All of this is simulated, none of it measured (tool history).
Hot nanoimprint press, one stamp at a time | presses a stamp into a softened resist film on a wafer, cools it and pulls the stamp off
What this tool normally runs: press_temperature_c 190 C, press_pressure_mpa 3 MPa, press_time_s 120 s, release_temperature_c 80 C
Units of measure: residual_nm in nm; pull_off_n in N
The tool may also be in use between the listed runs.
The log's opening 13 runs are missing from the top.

run,hour,press_temperature_c,press_pressure_mpa,press_time_s,release_temperature_c,hours of work since the thermocouple was calibrated,imprints on the stamp's release coat,hours of work since the press's seals were changed,residual_nm,pull_off_n
14,157.9,190,4,120,80,64,1722,582,134.9,170
15,172.9,190,4,120,80,74,1802,592,134.8,171
# hour 190.2: stamp cleaned and given a new release coat
16,191.9,190,4,120,80,84,9,602,135,106
17,208.7,190,1.94,99,66,95,99,614,193.3,149
18,224.4,200,1.94,128,66,107,182,625,139.6,156
19,239.3,200,1.94,128,66,117,262,635,139.4,150
20,254.2,194,4.79,120,80,128,341,646,109.7,116
21,263.2,194,3.05,120,80,134,389,652,135.6,122
22,278.3,194,3.05,120,80,145,469,663,135.6,120
# hour 295.3: press's hydraulic seals changed and the load cell set to zero
23,302.4,191,2.6,120,88,156,555,5,154.7,103
24,312.3,191,2.6,120,88,163,608,12,154.8,102

What will run 25 give?
25,327.1,191,2.6,120,88,174,687,23,?,?

Run 25 came out at residual_nm 154.7 nm, pull_off_n 105 N.
With the hidden condition absent and the run-to-run variation left alone, this run would have shown residual_nm 156.1 nm, pull_off_n 88 N.

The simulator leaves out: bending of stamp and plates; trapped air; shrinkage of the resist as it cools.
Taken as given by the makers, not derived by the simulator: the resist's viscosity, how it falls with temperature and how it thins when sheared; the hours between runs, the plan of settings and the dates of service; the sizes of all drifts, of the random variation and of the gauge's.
